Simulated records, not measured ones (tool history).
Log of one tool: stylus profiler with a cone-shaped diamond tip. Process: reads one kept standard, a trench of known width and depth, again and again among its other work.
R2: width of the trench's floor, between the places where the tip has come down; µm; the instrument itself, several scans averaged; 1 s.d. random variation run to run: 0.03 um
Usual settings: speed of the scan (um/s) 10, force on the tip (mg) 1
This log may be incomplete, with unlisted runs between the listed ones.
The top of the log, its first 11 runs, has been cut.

{"run": 12, "hour": 271.4, "speed of the scan (um/s)": 3, "force on the tip (mg)": 1, "depth of the trench (nm)": 500.51, "R2": 47.13}
{"run": 13, "hour": 302.6, "speed of the scan (um/s)": 3, "force on the tip (mg)": 1, "depth of the trench (nm)": 500.59, "R2": 47.15}
{"run": 14, "hour": 327.4, "speed of the scan (um/s)": 3, "force on the tip (mg)": 1, "depth of the trench (nm)": 500.59, "R2": 47.05}
{"run": 15, "hour": 341.7, "speed of the scan (um/s)": 10, "force on the tip (mg)": 1, "depth of the trench (nm)": 500.6, "R2": 47.06}
{"run": 16, "hour": 369.5, "speed of the scan (um/s)": 3, "force on the tip (mg)": 1, "depth of the trench (nm)": 500.46, "R2": 47.12}
{"run": 17, "hour": 396.3, "speed of the scan (um/s)": 3, "force on the tip (mg)": 1, "depth of the trench (nm)": 500.74, "R2": 47.02}
{"run": 18, "hour": 410.2, "speed of the scan (um/s)": 3, "force on the tip (mg)": 1, "depth of the trench (nm)": 500.51, "R2": 47.05}
{"run": 19, "hour": 431.8, "speed of the scan (um/s)": 19, "force on the tip (mg)": 0.72, "depth of the trench (nm)": 500.04, "R2": 46.97}
{"run": 20, "hour": 445.2, "speed of the scan (um/s)": 4, "force on the tip (mg)": 0.69, "depth of the trench (nm)": 499.85, "R2": 47}
{"run": 21, "hour": 475.1, "speed of the scan (um/s)": 4, "force on the tip (mg)": 0.94, "depth of the trench (nm)": 500.27, "R2": 47.09}
{"run": 22, "hour": 504.6, "speed of the scan (um/s)": 3, "force on the tip (mg)": 2.11, "depth of the trench (nm)": 501.44, "R2": 47.09}
{"run": 23, "hour": 530.6, "speed of the scan (um/s)": 3, "force on the tip (mg)": 1.37, "depth of the trench (nm)": 501.11, "R2": 47}
{"run": 24, "hour": 546.1, "speed of the scan (um/s)": 15, "force on the tip (mg)": 2.88, "depth of the trench (nm)": 502.14, "R2": 47.09}
{"run": 25, "hour": 561.1, "speed of the scan (um/s)": 7, "force on the tip (mg)": 0.46, "depth of the trench (nm)": 499.27, "R2": 47.01}
{"run": 26, "hour": 590.5, "speed of the scan (um/s)": 2, "force on the tip (mg)": 1.51, "depth of the trench (nm)": 500.73, "R2": 47.05}
{"run": 27, "hour": 623.1, "speed of the scan (um/s)": 35, "force on the tip (mg)": 2.75, "depth of the trench (nm)": 501.94, "R2": 46.92}
{"run": 28, "hour": 651.6, "speed of the scan (um/s)": 10, "force on the tip (mg)": 1.29, "depth of the trench (nm)": 500.53, "R2": 47.04}
{"run": 29, "hour": 669.6, "speed of the scan (um/s)": 22, "force on the tip (mg)": 1.29, "depth of the trench (nm)": 500.6, "R2": 46.98}
{"run": 30, "hour": 693.6, "speed of the scan (um/s)": 22, "force on the tip (mg)": 0.72, "depth of the trench (nm)": 499.87, "R2": 46.93}
{"run": 31, "hour": 719.6, "speed of the scan (um/s)": 19, "force on the tip (mg)": 1.1, "depth of the trench (nm)": 500.42, "R2": 46.92}
{"run": 32, "hour": 744.9, "speed of the scan (um/s)": 10, "force on the tip (mg)": 0.58, "depth of the trench (nm)": 499.26, "R2": 46.93}
{"run": 33, "hour": 777.6, "speed of the scan (um/s)": 10, "force on the tip (mg)": 0.72, "depth of the trench (nm)": 499.43, "R2": 46.98}
{"run": 34, "hour": 801.8, "speed of the scan (um/s)": 2, "force on the tip (mg)": 2.98, "depth of the trench (nm)": 502.04, "R2": 46.99}
{"run": 35, "hour": 833.5, "speed of the scan (um/s)": 14, "force on the tip (mg)": 0.84, "depth of the trench (nm)": 499.66, "R2": 46.96}

3 ways to go on from here, each from the tool as it stands after run 35. What would each give?
{"run": "A", "hour": 858.2, "speed of the scan (um/s)": 5, "force on the tip (mg)": 0.42, "depth of the trench (nm)": "?", "R2": "?"}
{"run": "B", "hour": 858.2, "speed of the scan (um/s)": 4, "force on the tip (mg)": 2.83, "depth of the trench (nm)": "?", "R2": "?"}
{"run": "C", "hour": 858.2, "speed of the scan (um/s)": 11, "force on the tip (mg)": 2.34, "depth of the trench (nm)": "?", "R2": "?"}

run=A depth_of_the_trench_(nm)=498.89 R2=46.95
run=B depth_of_the_trench_(nm)=502.15 R2=46.99
run=C depth_of_the_trench_(nm)=501.18 R2=46.98
Without the tool's hidden state the same runs would have given:
run=A depth_of_the_trench_(nm)=500.88 R2=47.31
run=B depth_of_the_trench_(nm)=504.15 R2=47.34
run=C depth_of_the_trench_(nm)=503.18 R2=47.33
